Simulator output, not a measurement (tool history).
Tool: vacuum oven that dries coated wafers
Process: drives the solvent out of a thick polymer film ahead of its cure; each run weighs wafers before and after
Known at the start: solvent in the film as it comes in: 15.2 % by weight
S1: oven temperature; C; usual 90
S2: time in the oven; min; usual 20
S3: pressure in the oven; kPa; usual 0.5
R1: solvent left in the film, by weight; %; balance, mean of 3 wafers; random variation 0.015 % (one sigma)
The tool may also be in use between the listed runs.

run	hour	S1	S2	S3	R1
1	0	90	20	0.5	1.91
2	37.4	90	20	0.5	1.88
3	67.1	90	20	0.5	1.89
4	102.5	90	20	0.5	1.92
5	151.6	90	20	0.5	1.94
6	203.7	90	20	0.5	1.9
7	252	90	10	0.5	4.47
8	279.8	90	17	0.5	2.41
9	330.4	90	17	0.5	2.41
10	379.6	90	17	0.5	2.4
11	426.5	79	14	0.712	6.2
12	475.3	84	13	0.51	4.93
13	521.6	91	15	0.282	2.48
14	569	75	14	1.347	7.83
15	623.2	75	14	1.347	7.8
16	657	75	14	1.347	7.81
17	701.1	75	14	1.347	7.79

Hidden state or all else? Some run-to-run changes of R1, split into what the settings, what came in and random variation would give without the hidden state, and what is left for the hidden state (with any gauge scatter that isn't in both results):
The hidden state here: true wafer temperature over the reading, C; true pressure over the reading, kPa; drift of the gauge itself on solvent_pct, %.
Run 13 -> 14: S1 91 -> 75, S2 15 -> 14, S3 0.282 -> 1.347. R1 +5.35 %: hidden state +0.1, all else +5.25.
